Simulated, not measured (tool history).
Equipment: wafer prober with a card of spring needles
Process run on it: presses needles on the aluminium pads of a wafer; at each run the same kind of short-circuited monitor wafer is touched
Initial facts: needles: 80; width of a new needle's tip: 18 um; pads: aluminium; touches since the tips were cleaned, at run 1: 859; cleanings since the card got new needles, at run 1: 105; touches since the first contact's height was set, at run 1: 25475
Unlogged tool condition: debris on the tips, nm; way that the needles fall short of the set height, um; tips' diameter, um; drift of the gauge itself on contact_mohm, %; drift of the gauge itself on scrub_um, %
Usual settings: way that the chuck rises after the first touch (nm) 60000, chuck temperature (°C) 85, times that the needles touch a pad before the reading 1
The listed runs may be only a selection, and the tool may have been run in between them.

| run | hour | way that the chuck rises after the first touch (nm) | chuck temperature (°C) | times that the needles touch a pad before the reading | touches since the tips were cleaned | cleanings since the card got new needles | touches since the first contact's height was set | resistance of one needle with its contact and lead (mohm) | way that a needle slides on the pad (nm) |
|---|---|---|---|---|---|---|---|---|---|
| 1 | 0.0 | 60000 | 85 | 1 | 859 | 105 | 25475 | 195 | 16250 |
|  | 4.0 | tips cleaned on abrasive film |
|  | 9.3 | tips cleaned on abrasive film |
|  | 14.7 | tips cleaned on abrasive film |
|  | 21.3 | tips cleaned on abrasive film |
|  | 26.6 | tips cleaned on abrasive film |
|  | 33.3 | tips cleaned on abrasive film |
|  | 38.6 | tips cleaned on abrasive film |
| 2 | 42.9 | 60000 | 85 | 3 | 1865 | 112 | 43565 | 187 | 16110 |
|  | 44.3 | tips cleaned on abrasive film |
|  | 51.0 | tips cleaned on abrasive film |
|  | 56.3 | tips cleaned on abrasive film |
|  | 62.9 | tips cleaned on abrasive film |
|  | 69.6 | tips cleaned on abrasive film |
|  | 74.9 | tips cleaned on abrasive film |
|  | 80.2 | tips cleaned on abrasive film |
|  | 86.8 | tips cleaned on abrasive film |
| 3 | 87.6 | 60000 | 85 | 2 | 328 | 120 | 62355 | 174 | 15810 |
|  | 92.9 | tips cleaned on abrasive film |
|  | 98.3 | tips cleaned on abrasive film |
|  | 104.9 | tips cleaned on abrasive film |
|  | 110.2 | tips cleaned on abrasive film |
|  | 115.5 | tips cleaned on abrasive film |
|  | 122.2 | tips cleaned on abrasive film |
|  | 128.8 | tips cleaned on abrasive film |
| 4 | 129.2 | 60000 | 85 | 2 | 187 | 127 | 79885 | 174 | 15840 |
|  | 134.5 | tips cleaned on abrasive film |
|  | 141.2 | tips cleaned on abrasive film |
|  | 146.5 | tips cleaned on abrasive film |
|  | 151.8 | tips cleaned on abrasive film |
|  | 157.2 | tips cleaned on abrasive film |
| 5 | 161.4 | 60000 | 85 | 2 | 1810 | 132 | 93442 | 206 | 15740 |
|  | 162.8 | tips cleaned on abrasive film |
|  | 168.1 | tips cleaned on abrasive film |
|  | 173.4 | tips cleaned on abrasive film |
|  | 178.8 | tips cleaned on abrasive film |
|  | 185.4 | tips cleaned on abrasive film |
|  | 190.7 | tips cleaned on abrasive film |
|  | 196.0 | tips cleaned on abrasive film |
|  | 202.7 | tips cleaned on abrasive film |
|  | 209.3 | tips cleaned on abrasive film |
| 6 | 211.1 | 60000 | 85 | 1 | 782 | 141 | 114361 | 202 | 15290 |
|  | 215.1 | tips cleaned on abrasive film |
|  | 220.5 | tips cleaned on abrasive film |
|  | 220.8 | height of the first contact set anew |
|  | 226.1 | tips cleaned on abrasive film |
|  | 231.4 | tips cleaned on abrasive film |
|  | 238.0 | tips cleaned on abrasive film |
|  | 243.4 | tips cleaned on abrasive film |
|  | 248.7 | tips cleaned on abrasive film |
|  | 255.3 | tips cleaned on abrasive film |
| 7 | 259.2 | 60000 | 85 | 1 | 1668 | 149 | 16214 | 227 | 16140 |
|  | 261.9 | tips cleaned on abrasive film |
|  | 268.6 | tips cleaned on abrasive film |
|  | 273.9 | tips cleaned on abrasive film |
|  | 280.5 | tips cleaned on abrasive film |
|  | 285.8 | tips cleaned on abrasive film |
|  | 291.2 | tips cleaned on abrasive film |
|  | 296.5 | tips cleaned on abrasive film |
|  | 303.1 | tips cleaned on abrasive film |
|  | 308.4 | tips cleaned on abrasive film |
|  | 313.8 | tips cleaned on abrasive film |
| 8 | 317.3 | 48000 | 85 | 1 | 1505 | 159 | 40657 | 256 | 12730 |
|  | 320.0 | tips cleaned on abrasive film |
|  | 325.3 | tips cleaned on abrasive film |
|  | 330.6 | tips cleaned on abrasive film |
|  | 336.0 | tips cleaned on abrasive film |
|  | 341.3 | tips cleaned on abrasive film |
|  | 346.6 | tips cleaned on abrasive film |
|  | 353.2 | tips cleaned on abrasive film |
| 9 | 354.3 | 48000 | 43 | 1 | 437 | 166 | 56199 | 212 | 12440 |
|  | 359.6 | tips cleaned on abrasive film |
|  | 364.9 | tips cleaned on abrasive film |
|  | 371.5 | tips cleaned on abrasive film |
|  | 376.9 | tips cleaned on abrasive film |
|  | 383.5 | tips cleaned on abrasive film |
|  | 388.8 | tips cleaned on abrasive film |
|  | 395.5 | tips cleaned on abrasive film |
|  | 400.8 | tips cleaned on abrasive film |
|  | 412.8 | card fitted with new needles |
|  | 418.1 | tips cleaned on abrasive film |
|  | 424.7 | tips cleaned on abrasive film |
|  | 430.1 | tips cleaned on abrasive film |
|  | 436.2 | tips cleaned on abrasive film |
| 10 | 436.2 | 48000 | 43 | 1 | 0 | 4 | 9851 | 161 | 13120 |
|  | 441.5 | tips cleaned on abrasive film |
|  | 448.1 | tips cleaned on abrasive film |
|  | 453.5 | tips cleaned on abrasive film |
|  | 458.8 | tips cleaned on abrasive film |
|  | 464.1 | tips cleaned on abrasive film |
| 11 | 469.0 | 60000 | 122 | 1 | 2077 | 9 | 23676 | 208 | 16050 |
|  | 470.4 | tips cleaned on abrasive film |
|  | 475.7 | tips cleaned on abrasive film |
|  | 481.0 | tips cleaned on abrasive film |
|  | 486.3 | tips cleaned on abrasive film |
|  | 493.0 | tips cleaned on abrasive film |
|  | 498.3 | tips cleaned on abrasive film |
|  | 504.9 | tips cleaned on abrasive film |
|  | 511.6 | tips cleaned on abrasive film |
|  | 518.2 | tips cleaned on abrasive film |
|  | 523.5 | tips cleaned on abrasive film |
| 12 | 527.2 | 53000 | 85 | 3 | 1569 | 19 | 48183 | 183 | 14150 |
|  | 529.9 | tips cleaned on abrasive film |
|  | 535.2 | tips cleaned on abrasive film |
|  | 540.5 | tips cleaned on abrasive film |
|  | 545.9 | tips cleaned on abrasive film |
|  | 552.5 | tips cleaned on abrasive film |
|  | 559.1 | tips cleaned on abrasive film |
|  | 565.8 | tips cleaned on abrasive film |
|  | 572.4 | tips cleaned on abrasive film |
|  | 577.7 | tips cleaned on abrasive film |
|  | 584.3 | tips cleaned on abrasive film |
|  | 591.0 | tips cleaned on abrasive film |
|  | 597.6 | tips cleaned on abrasive film |
| 13 | 600.6 | 50000 | 46 | 1 | 1266 | 31 | 79100 | 212 | 12850 |
|  | 603.3 | tips cleaned on abrasive film |
|  | 609.9 | tips cleaned on abrasive film |
|  | 615.2 | tips cleaned on abrasive film |
|  | 620.5 | tips cleaned on abrasive film |
|  | 627.2 | tips cleaned on abrasive film |
| 14 | 632.0 | 60000 | 26 | 2 | 2055 | 36 | 92343 | 184 | 15620 |
|  | 633.4 | tips cleaned on abrasive film |
|  | 638.7 | tips cleaned on abrasive film |
|  | 644.0 | tips cleaned on abrasive film |
|  | 649.4 | tips cleaned on abrasive film |
|  | 654.7 | tips cleaned on abrasive film |
|  | 660.0 | tips cleaned on abrasive film |
|  | 666.6 | tips cleaned on abrasive film |
|  | 673.3 | tips cleaned on abrasive film |
|  | 679.9 | tips cleaned on abrasive film |
|  | 685.2 | tips cleaned on abrasive film |
|  | 690.5 | tips cleaned on abrasive film |
|  | 693.5 | height of the first contact set anew |
|  | 697.5 | tips cleaned on abrasive film |
|  | 704.1 | tips cleaned on abrasive film |
| 15 | 704.6 | 60000 | 26 | 2 | 207 | 49 | 4683 | 157 | 16490 |
|  | 709.9 | tips cleaned on abrasive film |
|  | 716.5 | tips cleaned on abrasive film |
|  | 723.2 | tips cleaned on abrasive film |
|  | 729.8 | tips cleaned on abrasive film |
|  | 735.1 | tips cleaned on abrasive film |
|  | 740.5 | tips cleaned on abrasive film |
|  | 747.1 | tips cleaned on abrasive film |
|  | 753.7 | tips cleaned on abrasive film |
|  | 760.3 | tips cleaned on abrasive film |
|  | 765.7 | tips cleaned on abrasive film |
|  | 771.0 | tips cleaned on abrasive film |
| 16 | 773.5 | 47000 | 112 | 2 | 1082 | 60 | 33739 | 198 | 12620 |
|  | 777.5 | tips cleaned on abrasive film |
|  | 782.9 | tips cleaned on abrasive film |
|  | 789.5 | tips cleaned on abrasive film |
|  | 794.8 | tips cleaned on abrasive film |
|  | 801.4 | tips cleaned on abrasive film |
|  | 808.1 | tips cleaned on abrasive film |
|  | 814.7 | tips cleaned on abrasive film |
|  | 820.0 | tips cleaned on abrasive film |
|  | 825.4 | tips cleaned on abrasive film |
|  | 832.0 | tips cleaned on abrasive film |
|  | 837.3 | tips cleaned on abrasive film |
| 17 | 837.3 | 79000 | 26 | 1 | 0 | 71 | 60603 | 149 | 20830 |

Alternative continuations, all from the tool just after run 17; predict every row:
|  | 844.0 | tips cleaned on abrasive film |
|  | 849.3 | tips cleaned on abrasive film |
|  | 855.9 | tips cleaned on abrasive film |
|  | 861.2 | tips cleaned on abrasive film |
|  | 866.6 | tips cleaned on abrasive film |
|  | 871.9 | tips cleaned on abrasive film |
|  | 878.5 | tips cleaned on abrasive film |
|  | 883.9 | tips cleaned on abrasive film |
|  | 889.2 | tips cleaned on abrasive film |
|  | 895.8 | tips cleaned on abrasive film |
|  | 902.4 | tips cleaned on abrasive film |
| A | 907.5 | 80000 | 80 | 1 | 2178 | 82 | 90193 | ? | ? |
|  | 844.0 | tips cleaned on abrasive film |
|  | 849.3 | tips cleaned on abrasive film |
|  | 855.9 | tips cleaned on abrasive film |
|  | 861.2 | tips cleaned on abrasive film |
|  | 866.6 | tips cleaned on abrasive film |
|  | 871.9 | tips cleaned on abrasive film |
|  | 878.5 | tips cleaned on abrasive film |
|  | 883.9 | tips cleaned on abrasive film |
|  | 889.2 | tips cleaned on abrasive film |
|  | 895.8 | tips cleaned on abrasive film |
|  | 902.4 | tips cleaned on abrasive film |
| B | 907.5 | 78000 | 85 | 3 | 2178 | 82 | 90193 | ? | ? |
|  | 844.0 | tips cleaned on abrasive film |
|  | 849.3 | tips cleaned on abrasive film |
|  | 855.9 | tips cleaned on abrasive film |
|  | 861.2 | tips cleaned on abrasive film |
|  | 866.6 | tips cleaned on abrasive film |
|  | 871.9 | tips cleaned on abrasive film |
|  | 878.5 | tips cleaned on abrasive film |
|  | 883.9 | tips cleaned on abrasive film |
|  | 889.2 | tips cleaned on abrasive film |
|  | 895.8 | tips cleaned on abrasive film |
|  | 902.4 | tips cleaned on abrasive film |
| C | 907.5 | 79000 | 26 | 1 | 2178 | 82 | 90193 | ? | ? |
|  | 844.0 | tips cleaned on abrasive film |
|  | 849.3 | tips cleaned on abrasive film |
|  | 855.9 | tips cleaned on abrasive film |
|  | 861.2 | tips cleaned on abrasive film |
|  | 866.6 | tips cleaned on abrasive film |
|  | 871.9 | tips cleaned on abrasive film |
|  | 878.5 | tips cleaned on abrasive film |
|  | 883.9 | tips cleaned on abrasive film |
|  | 889.2 | tips cleaned on abrasive film |
|  | 895.8 | tips cleaned on abrasive film |
|  | 902.4 | tips cleaned on abrasive film |
| D | 907.5 | 60000 | 36 | 1 | 2178 | 82 | 90193 | ? | ? |

| run | resistance of one needle with its contact and lead (mohm) | way that a needle slides on the pad (nm) |
|---|---|---|
| A | 198 | 21130 |
| B | 175 | 20470 |
| C | 192 | 20680 |
| D | 222 | 15710 |
Had the tool no hidden state, the same runs would have come out as:
| run | resistance of one needle with its contact and lead (mohm) | way that a needle slides on the pad (nm) |
|---|---|---|
| A | 156 | 22130 |
| B | 159 | 21470 |
| C | 147 | 21680 |
| D | 149 | 16720 |
